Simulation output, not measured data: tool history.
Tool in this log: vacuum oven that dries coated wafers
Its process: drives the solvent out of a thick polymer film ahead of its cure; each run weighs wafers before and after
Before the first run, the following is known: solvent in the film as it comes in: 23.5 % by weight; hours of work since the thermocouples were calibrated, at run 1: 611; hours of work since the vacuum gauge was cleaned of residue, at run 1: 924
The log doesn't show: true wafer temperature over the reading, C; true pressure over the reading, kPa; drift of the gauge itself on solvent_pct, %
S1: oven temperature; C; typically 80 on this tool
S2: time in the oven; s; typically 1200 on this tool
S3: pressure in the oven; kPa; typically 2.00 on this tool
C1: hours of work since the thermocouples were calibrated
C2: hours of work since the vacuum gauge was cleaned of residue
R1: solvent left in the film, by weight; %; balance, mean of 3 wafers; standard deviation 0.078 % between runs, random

{"run": 1, "hour": 0.0, "S1": 80, "S2": 1200, "S3": 2.0, "C1": 611, "C2": 924, "R1": 5.91}
{"run": 2, "hour": 28.5, "S1": 80, "S2": 1200, "S3": 2.0, "C1": 624, "C2": 936, "R1": 5.92}
{"run": 3, "hour": 62.3, "S1": 80, "S2": 1200, "S3": 2.0, "C1": 639, "C2": 951, "R1": 5.93}
{"run": 4, "hour": 93.3, "S1": 85, "S2": 1200, "S3": 2.0, "C1": 653, "C2": 965, "R1": 4.43}
{"run": 5, "hour": 140.2, "S1": 77, "S2": 1200, "S3": 2.0, "C1": 673, "C2": 986, "R1": 6.86}
{"run": 6, "hour": 190.3, "S1": 80, "S2": 1200, "S3": 4.7, "C1": 696, "C2": 1008, "R1": 7.47}
{"run": 7, "hour": 228.3, "S1": 80, "S2": 1200, "S3": 4.7, "C1": 712, "C2": 1025, "R1": 7.44}
{"run": 8, "hour": 251.1, "S1": 80, "S2": 1200, "S3": 2.0, "C1": 722, "C2": 1035, "R1": 5.88}
{"run": 9, "hour": 287.9, "S1": 80, "S2": 660, "S3": 7.15, "C1": 739, "C2": 1051, "R1": 11.99}
{"run": 10, "hour": 332.0, "S1": 80, "S2": 660, "S3": 2.88, "C1": 758, "C2": 1070, "R1": 10.15}
{"run": 11, "hour": 371.2, "S1": 74, "S2": 720, "S3": 2.0, "C1": 776, "C2": 1088, "R1": 11.44}
{"run": 12, "hour": 398.3, "S1": 68, "S2": 720, "S3": 2.0, "C1": 787, "C2": 1100, "R1": 13.06}
{"run": 13, "hour": 422.2, "S1": 68, "S2": 720, "S3": 2.0, "C1": 798, "C2": 1110, "R1": 13.15}
{"run": 14, "hour": 447.9, "S1": 70, "S2": 2160, "S3": 5.13, "C1": 809, "C2": 1122, "R1": 8.51}
{"run": 15, "hour": 478.2, "S1": 74, "S2": 1740, "S3": 3.43, "C1": 823, "C2": 1135, "R1": 6.78}
{"run": 16, "hour": 515.3, "S1": 74, "S2": 1740, "S3": 3.43, "C1": 839, "C2": 1151, "R1": 6.75}

A few steps of R1 between consecutive runs. Split each: what settings, incoming material and random variation would produce without the hidden state, and what is left over for the hidden state, along with gauge scatter present in only one of the two compared results (measured, and without hidden state):
Run 8 -> 9: S2 1200 -> 660, S3 2.00 -> 7.15. R1 +6.11 %: hidden state -0.07, all else +6.18.

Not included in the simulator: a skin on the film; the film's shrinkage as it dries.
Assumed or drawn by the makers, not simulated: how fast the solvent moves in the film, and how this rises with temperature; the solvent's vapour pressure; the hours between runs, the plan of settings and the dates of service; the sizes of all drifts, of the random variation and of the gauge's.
